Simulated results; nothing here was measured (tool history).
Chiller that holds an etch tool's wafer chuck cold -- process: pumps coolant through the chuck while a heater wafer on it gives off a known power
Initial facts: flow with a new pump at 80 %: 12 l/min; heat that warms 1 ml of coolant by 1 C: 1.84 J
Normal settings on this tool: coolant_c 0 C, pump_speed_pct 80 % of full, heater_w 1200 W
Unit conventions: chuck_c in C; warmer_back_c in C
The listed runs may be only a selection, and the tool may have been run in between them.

Run 1, hour 0: usual settings. Result: chuck_c 12.4 C, warmer_back_c 3.38 C.
Run 2, hour 116: usual settings. Result: chuck_c 12.4 C, warmer_back_c 3.41 C.
Run 3, hour 226.5: usual settings. Result: chuck_c 12.4 C, warmer_back_c 3.45 C.
Run 4, hour 300.9: usual settings. Result: chuck_c 12.7 C, warmer_back_c 3.41 C.
Run 5, hour 388.8: usual settings. Result: chuck_c 12.7 C, warmer_back_c 3.43 C.
Run 6, hour 457.9: usual settings. Result: chuck_c 12.5 C, warmer_back_c 3.45 C.
Run 7, hour 539.1: usual settings. Result: chuck_c 12.8 C, warmer_back_c 3.43 C.
Run 8, hour 669.4: usual settings. Result: chuck_c 12.8 C, warmer_back_c 3.41 C.
Run 9, hour 772.2: usual settings. Result: chuck_c 12.9 C, warmer_back_c 3.42 C.
Run 10, hour 862.8: usual settings. Result: chuck_c 13 C, warmer_back_c 3.42 C.
Run 11, hour 956.7: usual settings. Result: chuck_c 13 C, warmer_back_c 3.47 C.
Run 12, hour 1088.2: usual settings. Result: chuck_c 13.1 C, warmer_back_c 3.45 C.
Run 13, hour 1173.1: usual settings. Result: chuck_c 13 C, warmer_back_c 3.41 C.
Run 14, hour 1295: usual settings but coolant_c 3 C, pump_speed_pct 92 % of full, heater_w 1180 W. Result: chuck_c 12.5 C, warmer_back_c 2.97 C.
Run 15, hour 1350.3: usual settings but coolant_c 3 C, pump_speed_pct 92 % of full, heater_w 1180 W. Result: chuck_c 12.6 C, warmer_back_c 2.94 C.
Run 16, hour 1464.4: usual settings but coolant_c 7 C, pump_speed_pct 75 % of full, heater_w 1212 W. Result: chuck_c 18.7 C, warmer_back_c 3.72 C.
Run 17, hour 1531.5: usual settings but coolant_c 8 C, pump_speed_pct 75 % of full, heater_w 1212 W. Result: chuck_c 19.8 C, warmer_back_c 3.74 C.
Run 18, hour 1602: usual settings but coolant_c 7 C, pump_speed_pct 75 % of full, heater_w 787 W. Result: chuck_c 14.9 C, warmer_back_c 2.4 C.
Run 19, hour 1684.4: usual settings but coolant_c -6 C, pump_speed_pct 81 % of full. Result: chuck_c 5.2 C, warmer_back_c 3.47 C.
Run 20, hour 1741.9: usual settings but coolant_c -6 C, pump_speed_pct 81 % of full. Result: chuck_c 5.2 C, warmer_back_c 3.39 C.

Withheld: 1 entry from between the runs. Position of each, and hidden state at the listed run before versus the listed run after:
Logged between run 13 and run 14: coolant changed, channels flushed (hour 1205.5)
  heat passed by the chuck's channels, % of clean ones': 79.5 -> 98.7; flow at a given pump speed, % of a new pump's: 94.7 -> 94.6
  what was measured, less what the result would be without the hidden state, chuck_c: +2.9 -> +0.7 C; warmer_back_c: +0.19 -> +0.16 C
